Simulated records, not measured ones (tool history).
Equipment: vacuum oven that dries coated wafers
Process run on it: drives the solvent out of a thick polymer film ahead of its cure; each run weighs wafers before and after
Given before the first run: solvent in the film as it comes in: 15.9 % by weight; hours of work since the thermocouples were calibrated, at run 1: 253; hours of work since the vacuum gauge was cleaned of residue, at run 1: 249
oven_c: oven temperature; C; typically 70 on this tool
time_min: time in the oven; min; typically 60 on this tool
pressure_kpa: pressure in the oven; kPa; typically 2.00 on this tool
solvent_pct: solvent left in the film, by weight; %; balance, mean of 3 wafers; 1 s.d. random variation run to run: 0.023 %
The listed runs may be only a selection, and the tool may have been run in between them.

run   hour  oven_c  time_min  pressure_kpa  hours of work since the thermocouples were calibrated  hours of work since the vacuum gauge was cleaned of residue  solvent_pct
  1    0.0      70        60          2.00                                                    253                                                          249         4.49
  2   16.4      70        60          2.00                                                    260                                                          256         4.42
  3   30.5      70        60          2.00                                                    267                                                          262         4.47
  4   39.6      70        60          2.00                                                    271                                                          266         4.45
  5   57.4      70        60          2.00                                                    278                                                          274         4.48
  6   76.1      70        60          2.00                                                    287                                                          282         4.42
  7   85.8      70        60          2.00                                                    291                                                          287         4.42
  8   98.8      70        60          2.00                                                    297                                                          292         4.46
  9  117.9      70        72          2.00                                                    305                                                          301         3.66
 10  127.8      70        72          2.00                                                    310                                                          305         3.71
 11  145.6      70        72          2.00                                                    317                                                          313         3.68
 12  155.6      70        72          2.00                                                    322                                                          317         3.67
 13  173.1      70        60          2.00                                                    329                                                          325         4.42
 14  183.1      70        60          2.00                                                    334                                                          330         4.44
 15  197.9      70        60          2.00                                                    340                                                          336         4.40
 16  210.2      61        60          2.00                                                    346                                                          341         7.25
 17  219.7      61        60          2.00                                                    350                                                          346         7.23
 18  240.8      61        60          1.36                                                    359                                                          355         6.93
 19  251.8      64        60          2.00                                                    364                                                          360         6.32
 20  272.2      70        60          2.00                                                    373                                                          369         4.42
 21  285.2      70        60          2.00                                                    379                                                          374         4.44
 22  294.7      57        60          2.00                                                    383                                                          379         8.51
 23  311.1      57        60          1.30                                                    390                                                          386         8.10
 24  332.1      57        38          1.51                                                    400                                                          395         9.73
 25  349.4      62        60          2.00                                                    407                                                          403         6.94
 26  364.7      75        95          2.10                                                    414                                                          410         1.77
 27  377.6      75       105          2.10                                                    420                                                          415         1.59
 28  390.7      73        60          6.81                                                    425                                                          421         5.66
 29  409.9      73        60          2.00                                                    434                                                          429         3.56
 30  430.4      74        91          2.00                                                    443                                                          438         1.98
 31  447.7      74        60          2.00                                                    451                                                          446         3.26
 32  462.9      75        82          2.00                                                    457                                                          453         2.03
 33  474.0      62        66          5.79                                                    462                                                          458         8.67
 34  490.7      62        86          3.08                                                    469                                                          465         6.05
 35  501.8      62        86          3.08                                                    474                                                          470         6.08
 36  521.0      74        50          2.16                                                    483                                                          478         4.02
 37  533.2      74        50          2.16                                                    488                                                          484         3.97
 38  548.7      74        50          2.16                                                    495                                                          491         4.02
 39  558.2      77        60          2.00                                                    499                                                          495         2.53
 40  575.5      70        75          1.61                                                    507                                                          502         3.31
 41  592.0      70        36          2.66                                                    514                                                          510         6.82
 42  607.3      70        36          2.66                                                    521                                                          517         6.79
 43  620.4      61        68          3.52                                                    527                                                          522         7.51
 44  630.8      61        68          3.52                                                    531                                                          527         7.57
 45  649.0      61        68          3.52                                                    539                                                          535         7.57
 46  665.8      67        61          1.89                                                    547                                                          542         5.12

Below, some changes in solvent_pct between adjacent runs. For each, the amount present without the hidden state too (settings, incoming material, random variation) and the amount remaining for the hidden state with gauge scatter not shared by both compared results:
Hidden state at play: true wafer temperature over the reading, C; true pressure over the reading, kPa; drift of the gauge itself on solvent_pct, %.
Run 25 -> 26: oven_c 62 -> 75, time_min 60 -> 95, pressure_kpa 2.00 -> 2.10. solvent_pct -5.17 %: hidden state +0.12, all else -5.29.
Run 27 -> 28: oven_c 75 -> 73, time_min 105 -> 60, pressure_kpa 2.10 -> 6.81. solvent_pct +4.07 %: hidden state -0.17, all else +4.24.
Run 32 -> 33: oven_c 75 -> 62, time_min 82 -> 66, pressure_kpa 2.00 -> 5.79. solvent_pct +6.64 %: hidden state -0.14, all else +6.78.
